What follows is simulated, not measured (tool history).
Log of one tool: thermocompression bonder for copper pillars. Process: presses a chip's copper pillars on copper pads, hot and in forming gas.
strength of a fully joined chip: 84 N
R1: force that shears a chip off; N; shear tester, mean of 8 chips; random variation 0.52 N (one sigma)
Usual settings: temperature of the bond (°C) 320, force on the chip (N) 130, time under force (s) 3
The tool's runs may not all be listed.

{"run": 1, "hour": 0.0, "temperature of the bond (°C)": 320, "force on the chip (N)": 130, "time under force (s)": 3, "R1": 33.1}
{"run": 2, "hour": 15.5, "temperature of the bond (°C)": 320, "force on the chip (N)": 126, "time under force (s)": 3, "R1": 33.2}
{"run": 3, "hour": 32.5, "temperature of the bond (°C)": 320, "force on the chip (N)": 126, "time under force (s)": 3, "R1": 34.1}
{"run": 4, "hour": 47.2, "temperature of the bond (°C)": 320, "force on the chip (N)": 130, "time under force (s)": 3, "R1": 33.3}
{"run": 5, "hour": 59.4, "temperature of the bond (°C)": 320, "force on the chip (N)": 130, "time under force (s)": 3, "R1": 34.3}
{"run": 6, "hour": 74.5, "temperature of the bond (°C)": 320, "force on the chip (N)": 130, "time under force (s)": 3, "R1": 33.3}
{"run": 7, "hour": 91.1, "temperature of the bond (°C)": 320, "force on the chip (N)": 130, "time under force (s)": 3, "R1": 33.7}
{"run": 8, "hour": 105.2, "temperature of the bond (°C)": 331, "force on the chip (N)": 127, "time under force (s)": 7, "R1": 48.4}
{"run": 9, "hour": 123.4, "temperature of the bond (°C)": 322, "force on the chip (N)": 170, "time under force (s)": 6, "R1": 47.0}
{"run": 10, "hour": 131.1, "temperature of the bond (°C)": 350, "force on the chip (N)": 125, "time under force (s)": 2, "R1": 37.4}
{"hour": 133.4, "done": "force cell calibrated"}
{"run": 11, "hour": 142.0, "temperature of the bond (°C)": 344, "force on the chip (N)": 135, "time under force (s)": 3, "R1": 42.3}
{"hour": 157.4, "done": "forming gas filter changed"}
{"run": 12, "hour": 158.2, "temperature of the bond (°C)": 311, "force on the chip (N)": 130, "time under force (s)": 2, "R1": 26.9}

Run 13 comes next. What will it give?
{"hour": 168.4, "done": "force cell calibrated, once more"}
{"run": 13, "hour": 175.2, "temperature of the bond (°C)": 322, "force on the chip (N)": 117, "time under force (s)": 3, "R1": "?"}

R1: 36.1 N
Without the tool's hidden state the same run would have given R1 34.6 N.

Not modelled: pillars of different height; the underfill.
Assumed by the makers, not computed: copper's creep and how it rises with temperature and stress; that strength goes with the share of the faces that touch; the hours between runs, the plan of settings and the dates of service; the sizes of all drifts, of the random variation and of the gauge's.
